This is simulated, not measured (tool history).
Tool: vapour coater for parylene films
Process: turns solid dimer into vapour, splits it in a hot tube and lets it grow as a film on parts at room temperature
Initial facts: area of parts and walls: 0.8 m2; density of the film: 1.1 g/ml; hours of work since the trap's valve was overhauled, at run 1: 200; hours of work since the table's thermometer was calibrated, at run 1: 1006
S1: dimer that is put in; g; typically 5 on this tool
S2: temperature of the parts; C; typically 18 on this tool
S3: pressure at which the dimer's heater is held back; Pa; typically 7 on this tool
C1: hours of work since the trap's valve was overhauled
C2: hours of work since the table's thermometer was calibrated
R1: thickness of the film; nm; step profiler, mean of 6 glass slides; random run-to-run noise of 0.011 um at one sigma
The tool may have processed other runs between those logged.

run 1 hour=0 | S1=5 S2=18 S3=7 | C1=200 C2=1006 | R1=4130
run 2 hour=37 | S1=5 S2=18 S3=7 | C1=231 C2=1036 | R1=4110
run 3 hour=65.6 | S1=5 S2=18 S3=7 | C1=255 C2=1060 | R1=4140
run 4 hour=87.4 | S1=5 S2=18 S3=7 | C1=273 C2=1078 | R1=4120
run 5 hour=117.9 | S1=4 S2=18 S3=7 | C1=298 C2=1103 | R1=3290
run 6 hour=154.1 | S1=5 S2=14 S3=7 | C1=328 C2=1133 | R1=4750
run 7 hour=176.8 | S1=5 S2=14 S3=7 | C1=346 C2=1152 | R1=4750
run 8 hour=208.6 | S1=4 S2=14 S3=7 | C1=373 C2=1178 | R1=3810
run 9 hour=240.5 | S1=4 S2=14 S3=4.3 | C1=399 C2=1204 | R1=4130
-- hour=254.6 trap's valve overhauled
run 10 hour=282.5 | S1=5 S2=29 S3=7 | C1=23 C2=1236 | R1=2760
run 11 hour=304.7 | S1=5 S2=29 S3=7 | C1=41 C2=1254 | R1=2760
run 12 hour=344.9 | S1=5 S2=29 S3=7 | C1=75 C2=1287 | R1=2760
run 13 hour=376.3 | S1=8 S2=29 S3=7 | C1=101 C2=1313 | R1=4400
run 14 hour=423.2 | S1=5 S2=23 S3=7 | C1=139 C2=1352 | R1=3430
run 15 hour=469.4 | S1=5 S2=23 S3=7 | C1=178 C2=1390 | R1=3420
run 16 hour=507.9 | S1=5 S2=23 S3=7 | C1=209 C2=1422 | R1=3430
run 17 hour=536.5 | S1=5 S2=23 S3=7 | C1=233 C2=1446 | R1=3420
run 18 hour=568.5 | S1=5 S2=23 S3=7 | C1=259 C2=1472 | R1=3430
run 19 hour=619.2 | S1=3 S2=23 S3=8.06 | C1=301 C2=1514 | R1=2020
run 20 hour=652.8 | S1=5 S2=15 S3=7 | C1=329 C2=1542 | R1=4580
run 21 hour=694.6 | S1=5 S2=15 S3=3.89 | C1=364 C2=1577 | R1=5030
run 22 hour=719.1 | S1=3 S2=18 S3=11.13 | C1=384 C2=1597 | R1=2280
-- hour=750.3 trap's valve overhauled
run 23 hour=754.5 | S1=3 S2=18 S3=11.13 | C1=3 C2=1623 | R1=2290
run 24 hour=777.3 | S1=5 S2=29 S3=9.49 | C1=22 C2=1642 | R1=2640
run 25 hour=808.6 | S1=5 S2=29 S3=9.49 | C1=48 C2=1667 | R1=2630
run 26 hour=857.8 | S1=5 S2=19 S3=3.57 | C1=89 C2=1708 | R1=4440
run 27 hour=891.3 | S1=5 S2=19 S3=3.57 | C1=117 C2=1736 | R1=4410
run 28 hour=935.1 | S1=5 S2=19 S3=3.57 | C1=153 C2=1772 | R1=4420
-- hour=961.6 table's thermometer calibrated
run 29 hour=987 | S1=6 S2=25 S3=6.89 | C1=195 C2=21 | R1=3840
run 30 hour=1013.5 | S1=5 S2=18 S3=2.43 | C1=217 C2=43 | R1=4880
run 31 hour=1049.3 | S1=5 S2=28 S3=2.43 | C1=246 C2=72 | R1=3410
run 32 hour=1085.9 | S1=2 S2=11 S3=4.83 | C1=276 C2=103 | R1=2230
run 33 hour=1118 | S1=5 S2=11 S3=2.7 | C1=303 C2=129 | R1=5540
run 34 hour=1155.9 | S1=2 S2=28 S3=4.12 | C1=334 C2=161 | R1=1250

Predict each of these 4 candidate next runs independently; none follows another, all start after run 34:
run A hour=1187.5 | S1=5 S2=14 S3=9.4 | C1=360 C2=187 | R1=?
run B hour=1187.5 | S1=6 S2=20 S3=4.12 | C1=360 C2=187 | R1=?
run C hour=1187.5 | S1=7 S2=28 S3=6.88 | C1=360 C2=187 | R1=?
run D hour=1187.5 | S1=8 S2=23 S3=11.91 | C1=360 C2=187 | R1=?

run=A R1=4520
run=B R1=5000
run=C R1=4010
run=D R1=5030
Without the tool's hidden state the same runs would have given:
run=A R1=4530
run=B R1=5010
run=C R1=4020
run=D R1=5040
